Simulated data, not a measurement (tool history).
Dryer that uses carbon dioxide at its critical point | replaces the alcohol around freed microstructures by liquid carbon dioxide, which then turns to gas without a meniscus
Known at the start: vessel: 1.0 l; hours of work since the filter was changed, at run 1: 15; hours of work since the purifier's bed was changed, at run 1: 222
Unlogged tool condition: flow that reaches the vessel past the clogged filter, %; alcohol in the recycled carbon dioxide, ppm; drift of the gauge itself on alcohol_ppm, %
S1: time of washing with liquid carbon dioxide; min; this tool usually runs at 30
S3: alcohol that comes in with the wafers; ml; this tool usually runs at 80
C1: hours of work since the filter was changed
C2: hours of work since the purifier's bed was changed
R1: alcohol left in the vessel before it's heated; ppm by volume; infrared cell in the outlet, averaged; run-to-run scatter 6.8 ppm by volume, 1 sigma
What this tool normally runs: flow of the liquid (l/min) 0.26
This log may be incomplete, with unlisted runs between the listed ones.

{"run": 1, "day": 0.0, "S1": 30, "flow of the liquid (l/min)": 0.26, "S3": 80, "C1": 15, "C2": 222, "R1": 345}
{"run": 2, "day": 0.221, "S1": 30, "flow of the liquid (l/min)": 0.26, "S3": 80, "C1": 18, "C2": 224, "R1": 347}
{"run": 3, "day": 0.654, "S1": 30, "flow of the liquid (l/min)": 0.26, "S3": 110, "C1": 23, "C2": 230, "R1": 472}
{"run": 4, "day": 1.0, "S1": 30, "flow of the liquid (l/min)": 0.26, "S3": 110, "C1": 28, "C2": 234, "R1": 450}
{"run": 5, "day": 1.25, "S1": 31, "flow of the liquid (l/min)": 0.26, "S3": 80, "C1": 31, "C2": 238, "R1": 288}
{"run": 6, "day": 1.671, "S1": 31, "flow of the liquid (l/min)": 0.26, "S3": 80, "C1": 36, "C2": 243, "R1": 301}
{"run": 7, "day": 2.012, "S1": 31, "flow of the liquid (l/min)": 0.26, "S3": 80, "C1": 41, "C2": 247, "R1": 302}
{"run": 8, "day": 2.404, "S1": 31, "flow of the liquid (l/min)": 0.347, "S3": 80, "C1": 46, "C2": 252, "R1": 67}
{"run": 9, "day": 2.733, "S1": 30, "flow of the liquid (l/min)": 0.26, "S3": 80, "C1": 50, "C2": 257, "R1": 351}
{"run": 10, "day": 3.158, "S1": 30, "flow of the liquid (l/min)": 0.26, "S3": 80, "C1": 55, "C2": 262, "R1": 356}
{"run": 11, "day": 3.462, "S1": 30, "flow of the liquid (l/min)": 0.26, "S3": 80, "C1": 59, "C2": 266, "R1": 364}
{"run": 12, "day": 3.817, "S1": 30, "flow of the liquid (l/min)": 0.26, "S3": 66, "C1": 64, "C2": 271, "R1": 307}
{"run": 13, "day": 4.012, "S1": 30, "flow of the liquid (l/min)": 0.26, "S3": 66, "C1": 66, "C2": 273, "R1": 304}
{"run": 14, "day": 4.317, "S1": 30, "flow of the liquid (l/min)": 0.26, "S3": 66, "C1": 70, "C2": 277, "R1": 308}
{"run": 15, "day": 4.675, "S1": 30, "flow of the liquid (l/min)": 0.175, "S3": 80, "C1": 75, "C2": 282, "R1": 2195}
{"run": 16, "day": 4.971, "S1": 30, "flow of the liquid (l/min)": 0.393, "S3": 80, "C1": 79, "C2": 285, "R1": 44}
{"run": 17, "day": 5.4, "S1": 30, "flow of the liquid (l/min)": 0.252, "S3": 80, "C1": 84, "C2": 291, "R1": 436}
{"run": 18, "day": 5.788, "S1": 30, "flow of the liquid (l/min)": 0.26, "S3": 80, "C1": 89, "C2": 296, "R1": 377}
{"run": 19, "day": 6.008, "S1": 29, "flow of the liquid (l/min)": 0.268, "S3": 113, "C1": 92, "C2": 299, "R1": 503}
{"run": 20, "day": 6.429, "S1": 35, "flow of the liquid (l/min)": 0.178, "S3": 84, "C1": 97, "C2": 304, "R1": 1214}
{"run": 21, "day": 6.696, "S1": 36, "flow of the liquid (l/min)": 0.431, "S3": 88, "C1": 101, "C2": 308, "R1": 32}
{"run": 22, "day": 6.896, "S1": 30, "flow of the liquid (l/min)": 0.335, "S3": 67, "C1": 103, "C2": 310, "R1": 87}
{"run": 23, "day": 7.333, "S1": 37, "flow of the liquid (l/min)": 0.248, "S3": 77, "C1": 109, "C2": 316, "R1": 171}
{"run": 24, "day": 7.662, "S1": 33, "flow of the liquid (l/min)": 0.378, "S3": 53, "C1": 113, "C2": 320, "R1": 49}
{"run": 25, "day": 8.083, "S1": 33, "flow of the liquid (l/min)": 0.378, "S3": 53, "C1": 118, "C2": 325, "R1": 60}
{"run": 26, "day": 8.471, "S1": 33, "flow of the liquid (l/min)": 0.378, "S3": 53, "C1": 123, "C2": 330, "R1": 47}
{"run": 27, "day": 8.729, "S1": 33, "flow of the liquid (l/min)": 0.378, "S3": 53, "C1": 127, "C2": 334, "R1": 35}
{"run": 28, "day": 9.1, "S1": 35, "flow of the liquid (l/min)": 0.258, "S3": 80, "C1": 132, "C2": 338, "R1": 188}
{"run": 29, "day": 9.3, "S1": 44, "flow of the liquid (l/min)": 0.198, "S3": 26, "C1": 134, "C2": 341, "R1": 101}
{"run": 30, "day": 9.667, "S1": 36, "flow of the liquid (l/min)": 0.218, "S3": 80, "C1": 139, "C2": 346, "R1": 408}
{"run": 31, "day": 10.012, "S1": 36, "flow of the liquid (l/min)": 0.218, "S3": 80, "C1": 143, "C2": 350, "R1": 410}
{"run": 32, "day": 10.283, "S1": 40, "flow of the liquid (l/min)": 0.409, "S3": 33, "C1": 147, "C2": 354, "R1": 40}
{"run": 33, "day": 10.625, "S1": 19, "flow of the liquid (l/min)": 0.287, "S3": 22, "C1": 151, "C2": 358, "R1": 541}
{"run": 34, "day": 11.038, "S1": 19, "flow of the liquid (l/min)": 0.364, "S3": 80, "C1": 156, "C2": 363, "R1": 648}
{"run": 35, "day": 11.246, "S1": 21, "flow of the liquid (l/min)": 0.183, "S3": 83, "C1": 159, "C2": 366, "R1": 6198}
{"run": 36, "day": 11.483, "S1": 21, "flow of the liquid (l/min)": 0.183, "S3": 83, "C1": 162, "C2": 369, "R1": 6251}

What if the next run were any one of these 4? Each begins from the tool's condition after run 36:
{"run": "A", "day": 11.833, "S1": 32, "flow of the liquid (l/min)": 0.26, "S3": 80, "C1": 167, "C2": 373, "R1": "?"}
{"run": "B", "day": 11.833, "S1": 26, "flow of the liquid (l/min)": 0.317, "S3": 80, "C1": 167, "C2": 373, "R1": "?"}
{"run": "C", "day": 11.833, "S1": 30, "flow of the liquid (l/min)": 0.26, "S3": 39, "C1": 167, "C2": 373, "R1": "?"}
{"run": "D", "day": 11.833, "S1": 30, "flow of the liquid (l/min)": 0.382, "S3": 60, "C1": 167, "C2": 373, "R1": "?"}

run=A R1=306
run=B R1=306
run=C R1=218
run=D R1=63
Without the tool's unlogged condition, the same runs would have read:
run=A R1=216
run=B R1=215
run=C R1=147
run=D R1=20

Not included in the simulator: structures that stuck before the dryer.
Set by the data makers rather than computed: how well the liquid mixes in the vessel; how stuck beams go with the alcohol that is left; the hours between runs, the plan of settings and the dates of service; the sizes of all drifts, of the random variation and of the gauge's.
